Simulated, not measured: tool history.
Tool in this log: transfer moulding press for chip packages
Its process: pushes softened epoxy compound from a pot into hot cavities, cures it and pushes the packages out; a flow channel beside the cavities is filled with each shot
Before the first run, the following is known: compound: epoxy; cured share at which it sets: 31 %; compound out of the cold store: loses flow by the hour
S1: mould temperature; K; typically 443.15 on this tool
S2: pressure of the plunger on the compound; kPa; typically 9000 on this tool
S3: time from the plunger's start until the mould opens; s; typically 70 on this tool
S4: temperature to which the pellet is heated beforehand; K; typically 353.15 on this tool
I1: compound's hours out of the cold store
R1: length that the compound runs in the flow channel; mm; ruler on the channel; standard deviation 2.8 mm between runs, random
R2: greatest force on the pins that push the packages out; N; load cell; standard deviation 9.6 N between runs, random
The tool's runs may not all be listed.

{"run": 1, "hour": 0.0, "S1": 443.15, "S2": 9000, "S3": 70, "S4": 353.15, "I1": 33.3, "R1": 673, "R2": 583}
{"hour": 8.2, "done": "cavities cleaned with cleaning compound and waxed"}
{"run": 2, "hour": 8.8, "S1": 443.15, "S2": 9000, "S3": 70, "S4": 349.15, "I1": 26.9, "R1": 688, "R2": 444}
{"run": 3, "hour": 17.2, "S1": 443.15, "S2": 9000, "S3": 70, "S4": 349.15, "I1": 45.3, "R1": 645, "R2": 509}
{"run": 4, "hour": 28.4, "S1": 443.15, "S2": 9000, "S3": 103, "S4": 353.15, "I1": 43.4, "R1": 645, "R2": 428}
{"hour": 38.4, "done": "cavities cleaned with cleaning compound and waxed"}
{"run": 5, "hour": 39.9, "S1": 443.15, "S2": 9000, "S3": 103, "S4": 353.15, "I1": 43.2, "R1": 644, "R2": 306}
{"run": 6, "hour": 45.1, "S1": 443.15, "S2": 9000, "S3": 103, "S4": 353.15, "I1": 14.6, "R1": 714, "R2": 354}
{"run": 7, "hour": 51.9, "S1": 438.15, "S2": 9000, "S3": 103, "S4": 353.15, "I1": 10.7, "R1": 728, "R2": 433}
{"run": 8, "hour": 58.3, "S1": 438.15, "S2": 9000, "S3": 103, "S4": 353.15, "I1": 16.1, "R1": 715, "R2": 444}
{"hour": 68.7, "done": "cavities cleaned with cleaning compound and waxed"}
{"run": 9, "hour": 69.7, "S1": 442.15, "S2": 9000, "S3": 70, "S4": 353.15, "I1": 31.5, "R1": 671, "R2": 475}
{"run": 10, "hour": 75.6, "S1": 446.15, "S2": 9000, "S3": 70, "S4": 353.15, "I1": 35.2, "R1": 654, "R2": 426}
{"run": 11, "hour": 82.6, "S1": 443.15, "S2": 9850, "S3": 70, "S4": 347.15, "I1": 23.3, "R1": 715, "R2": 576}
{"run": 12, "hour": 92.3, "S1": 444.15, "S2": 9850, "S3": 70, "S4": 361.15, "I1": 28.3, "R1": 696, "R2": 588}
{"hour": 95.3, "done": "mould's thermocouples calibrated"}
{"hour": 101.0, "done": "cavities cleaned with cleaning compound and waxed"}
{"run": 13, "hour": 102.3, "S1": 444.15, "S2": 9000, "S3": 70, "S4": 360.15, "I1": 38.4, "R1": 648, "R2": 394}
{"run": 14, "hour": 109.8, "S1": 440.15, "S2": 9000, "S3": 62, "S4": 350.15, "I1": 39.8, "R1": 645, "R2": 828}

The next listed run, before its measurement:
{"run": 15, "hour": 115.5, "S1": 440.15, "S2": 7490, "S3": 62, "S4": 350.15, "I1": 17.5, "R1": "?", "R2": "?"}

{"run 15": {"R1": 632, "R2": 976}}
With no hidden state in the tool, this same run would have given R1 672 mm, R2 703 N.
